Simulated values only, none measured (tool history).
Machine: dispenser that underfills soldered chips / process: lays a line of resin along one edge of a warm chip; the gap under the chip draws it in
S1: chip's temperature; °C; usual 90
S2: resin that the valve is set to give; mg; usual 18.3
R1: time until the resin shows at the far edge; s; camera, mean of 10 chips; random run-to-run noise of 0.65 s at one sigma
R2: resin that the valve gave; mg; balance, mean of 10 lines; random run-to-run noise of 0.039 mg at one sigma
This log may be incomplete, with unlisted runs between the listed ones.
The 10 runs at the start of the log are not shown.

-- hour=67.4 new syringe of resin
run 11 hour=72.7 | S1=90 S2=18.3 | R1=65.7 R2=17.7
-- hour=78.9 new syringe of resin
run 12 hour=78.9 | S1=90 S2=18.3 | R1=56.3 R2=17.63
run 13 hour=82.9 | S1=90 S2=18.3 | R1=64.5 R2=17.67
run 14 hour=87.6 | S1=90 S2=18.3 | R1=75.2 R2=17.52
-- hour=90.4 new syringe of resin
run 15 hour=93.3 | S1=90 S2=18.3 | R1=63.3 R2=17.54
run 16 hour=98 | S1=90 S2=18.3 | R1=73.1 R2=17.51
-- hour=101.6 new syringe of resin
run 17 hour=104.6 | S1=90 S2=18.3 | R1=62.4 R2=17.46
-- hour=111.8 dispensing valve cleaned and set on the balance
-- hour=113.7 new syringe of resin
run 18 hour=114.4 | S1=90 S2=18.3 | R1=56.6 R2=18.2
run 19 hour=121.8 | S1=90 S2=18.3 | R1=73.8 R2=18.22
-- hour=125.1 new syringe of resin
run 20 hour=127.9 | S1=90 S2=23.2 | R1=59.8 R2=22.95
run 21 hour=134.1 | S1=93 S2=19.5 | R1=67.5 R2=19.33
-- hour=136.5 new syringe of resin
run 22 hour=140.2 | S1=93 S2=19.5 | R1=55.7 R2=19.28
-- hour=147.8 new syringe of resin
run 23 hour=150.1 | S1=101 S2=19.5 | R1=39.7 R2=19.16
-- hour=159.1 new syringe of resin
run 24 hour=159.1 | S1=101 S2=19.5 | R1=36.4 R2=19.1
run 25 hour=168.7 | S1=81 S2=19.5 | R1=112.3 R2=18.99
-- hour=170.4 new syringe of resin
run 26 hour=178.7 | S1=81 S2=19.5 | R1=102 R2=18.97
-- hour=181.9 new syringe of resin
run 27 hour=187.5 | S1=81 S2=20 | R1=95.3 R2=19.37
-- hour=193.4 new syringe of resin
run 28 hour=196.9 | S1=81 S2=20 | R1=89.2 R2=19.27
-- hour=204.5 new syringe of resin
run 29 hour=205 | S1=88 S2=20.6 | R1=59.8 R2=19.8
run 30 hour=214.1 | S1=99 S2=21.6 | R1=53 R2=20.69
-- hour=215.5 new syringe of resin
run 31 hour=219 | S1=90 S2=23.1 | R1=60.7 R2=22.05
-- hour=224.6 dispensing valve cleaned and set on the balance
run 32 hour=227 | S1=90 S2=23.1 | R1=76.2 R2=22.93
-- hour=228.1 new syringe of resin
run 33 hour=233.6 | S1=90 S2=18.8 | R1=64.8 R2=18.62
-- hour=239.7 new syringe of resin
run 34 hour=240.5 | S1=86 S2=16.7 | R1=66.7 R2=16.54
run 35 hour=245.2 | S1=86 S2=16.7 | R1=78.2 R2=16.49

4 options for the next run, each taken on its own from the tool as it stands now. Forecast them:
-- hour=251.1 new syringe of resin
run A hour=253.9 | S1=86 S2=19.6 | R1=? R2=?
-- hour=251.1 new syringe of resin
run B hour=253.9 | S1=100 S2=18.3 | R1=? R2=?
-- hour=251.1 new syringe of resin
run C hour=253.9 | S1=77 S2=18.4 | R1=? R2=?
-- hour=251.1 new syringe of resin
run D hour=253.9 | S1=96 S2=18.3 | R1=? R2=?

run=A R1=71.1 R2=19.23
run=B R1=40.8 R2=18.02
run=C R1=99.1 R2=18.01
run=D R1=48.1 R2=18.05
Stripped of hidden state, with their random variation kept, the same runs would have yielded:
run=A R1=68.6 R2=19.56
run=B R1=39.1 R2=18.33
run=C R1=95.9 R2=18.33
run=D R1=46.2 R2=18.36
